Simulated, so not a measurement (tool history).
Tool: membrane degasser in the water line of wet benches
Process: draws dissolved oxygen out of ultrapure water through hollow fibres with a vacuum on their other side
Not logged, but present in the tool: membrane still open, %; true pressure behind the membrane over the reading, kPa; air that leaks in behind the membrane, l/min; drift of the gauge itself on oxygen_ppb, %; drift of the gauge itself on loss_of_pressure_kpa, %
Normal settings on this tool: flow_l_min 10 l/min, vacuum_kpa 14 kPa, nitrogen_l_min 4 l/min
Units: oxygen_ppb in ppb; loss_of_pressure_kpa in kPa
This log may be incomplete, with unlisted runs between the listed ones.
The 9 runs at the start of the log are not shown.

run	hour	flow_l_min	vacuum_kpa	nitrogen_l_min	hours since the membrane was changed	hours since the vacuum gauge was calibrated	hours since the vacuum lines were made tight	oxygen_ppb	loss_of_pressure_kpa
# hour 570.1: vacuum gauge calibrated
10	622.1	13	14	4	2128	52	2128	245.8	67.81
11	665.5	10	14	4	2171	95	2171	127.5	52.12
12	726.8	10	14	4	2233	157	2233	127.4	51.91
13	766.1	10	14	4	2272	196	2272	129.3	52.32
14	854.8	10	14	4	2361	285	2361	128.8	52.41
15	944.2	10	14	4	2450	374	2450	125.8	52.28
16	1024.8	10	17.4	4	2531	455	2531	149.3	52.4
17	1089.8	12	15.9	5.31	2596	520	2596	197.2	63.02
# hour 1123.4: vacuum gauge calibrated, once more
18	1153	12	15.9	5.31	2658	30	2658	186.8	63.16
19	1238.8	12	10.3	4.9	2744	115	2744	160.5	62.85
20	1297.5	7	14.7	3.33	2803	174	2803	70.4	37.14
# hour 1311.3: seals of the vacuum lines changed
21	1346.1	8	23.1	3.33	2849	221	35	136.6	42.22
22	1390.2	10	14	1.94	2893	265	79	187.9	52.83
23	1465.4	11	30.3	4.93	2969	340	154	233.1	58.17
24	1512.8	11	30.3	4.93	3016	387	201	235.9	58.21
25	1568.4	7	10.2	4.33	3072	443	257	37.1	36.8
26	1648.4	7	10.1	4.33	3152	523	337	37.2	37.2
27	1725.6	7	10.1	4.33	3229	600	414	38.1	36.94
28	1769.1	16	27.8	4.33	3272	644	458	521	85.17
29	1809.5	15	19.7	3.36	3313	684	498	428.1	79.64
30	1888.3	15	19.7	3.36	3392	763	577	425.3	79.7
31	1980.6	10	13.1	2.01	3484	855	669	177.6	53.06
32	2070.3	10	13.1	2.01	3574	945	759	178.9	52.92

Below are 3 alternative next runs, each starting from the tool's condition after run 32. Predict each:
A	2148.9	8	14	4	3652	1023	838	?	?
B	2148.9	10	14.6	2.01	3652	1023	838	?	?
C	2148.9	12	9.7	9.25	3652	1023	838	?	?

run	oxygen_ppb	loss_of_pressure_kpa
A	74.9	42.8
B	197.5	53.26
C	147.6	64.08
With no hidden state in the tool, these same runs would have given:
run	oxygen_ppb	loss_of_pressure_kpa
A	68.9	40.71
B	183.1	50.65
C	122.9	60.95
